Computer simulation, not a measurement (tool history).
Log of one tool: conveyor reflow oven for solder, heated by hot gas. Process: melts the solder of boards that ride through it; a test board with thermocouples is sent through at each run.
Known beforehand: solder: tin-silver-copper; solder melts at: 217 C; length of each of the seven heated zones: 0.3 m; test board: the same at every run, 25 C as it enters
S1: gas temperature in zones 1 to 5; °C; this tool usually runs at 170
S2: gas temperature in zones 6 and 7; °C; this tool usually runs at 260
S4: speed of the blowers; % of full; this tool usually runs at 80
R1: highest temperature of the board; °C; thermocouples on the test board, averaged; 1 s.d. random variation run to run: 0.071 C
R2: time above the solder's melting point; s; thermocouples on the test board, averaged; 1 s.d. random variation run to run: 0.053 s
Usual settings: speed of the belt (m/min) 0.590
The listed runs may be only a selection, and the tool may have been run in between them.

run 1 hour=0.0 | S1=170 S2=260 speed_of_the_belt_(m/min)=0.590 S4=80 | R1=245.19 R2=40.14
run 2 hour=16.6 | S1=170 S2=260 speed_of_the_belt_(m/min)=0.590 S4=65 | R1=240.95 R2=35.49
run 3 hour=53.1 | S1=170 S2=260 speed_of_the_belt_(m/min)=0.590 S4=80 | R1=245.03 R2=39.97
run 4 hour=71.1 | S1=170 S2=253 speed_of_the_belt_(m/min)=0.590 S4=80 | R1=239.30 R2=35.31
run 5 hour=95.3 | S1=170 S2=253 speed_of_the_belt_(m/min)=0.590 S4=80 | R1=239.10 R2=35.34
run 6 hour=122.0 | S1=183 S2=266 speed_of_the_belt_(m/min)=0.590 S4=80 | R1=252.56 R2=48.56
run 7 hour=159.7 | S1=161 S2=253 speed_of_the_belt_(m/min)=0.499 S4=64 | R1=238.25 R2=38.54
run 8 hour=176.7 | S1=161 S2=271 speed_of_the_belt_(m/min)=0.499 S4=60 | R1=252.63 R2=50.12

Predict the results of run 9:
-- hour=198.1 flux residue cleaned out of gas plates and filters
run 9 hour=215.9 | S1=170 S2=254 speed_of_the_belt_(m/min)=0.590 S4=80 | R1=? R2=?

Run 9 produced R1 241.13 °C, R2 37.59 s.
Had the tool carried no hidden state, the very same run would have given R1 240.07 °C, R2 36.71 s.
